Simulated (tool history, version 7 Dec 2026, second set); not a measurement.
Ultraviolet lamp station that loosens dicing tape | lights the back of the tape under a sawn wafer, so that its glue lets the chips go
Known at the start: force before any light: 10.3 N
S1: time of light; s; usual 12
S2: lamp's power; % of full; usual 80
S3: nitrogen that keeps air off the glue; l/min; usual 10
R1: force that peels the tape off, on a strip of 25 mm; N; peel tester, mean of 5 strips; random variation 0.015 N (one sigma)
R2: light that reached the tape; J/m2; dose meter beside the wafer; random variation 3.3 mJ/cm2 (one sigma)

| run | hour | S1 | S2 | S3 | R1 | R2 |
|---|---|---|---|---|---|---|
| 1 | 0 | 12 | 80 | 10 | 0.849 | 4720 |
| 2 | 8.5 | 12 | 80 | 10 | 0.927 | 4650 |
| 3 | 19.7 | 12 | 71 | 10 | 1.103 | 4150 |
| 4 | 25.3 | 12 | 71 | 10 | 1.097 | 4120 |
| 5 | 37 | 12 | 89 | 10 | 0.709 | 5160 |
| 6 | 44.8 | 12 | 89 | 10 | 0.721 | 5100 |
|  | 56.3 | window cleaned of glue's vapour |
| 7 | 56.9 | 12 | 89 | 10 | 0.749 | 5060 |
| 8 | 63.4 | 7 | 80 | 10 | 2.448 | 2600 |
| 9 | 72.8 | 12 | 95 | 10 | 0.656 | 5340 |
| 10 | 78.8 | 20 | 80 | 10 | 0.296 | 7500 |
| 11 | 87 | 10 | 72 | 7 | 2.021 | 3400 |

Run 12 comes next. What will it give?
|  | 95.4 | window cleaned of glue's vapour, once more |
| 12 | 97.4 | 10 | 72 | 7 | ? | ? |

Run 12 gave R1 1.789 N, R2 3580 J/m2.
Without the tool's hidden state the same run would have given R1 1.581 N, R2 3850 J/m2.

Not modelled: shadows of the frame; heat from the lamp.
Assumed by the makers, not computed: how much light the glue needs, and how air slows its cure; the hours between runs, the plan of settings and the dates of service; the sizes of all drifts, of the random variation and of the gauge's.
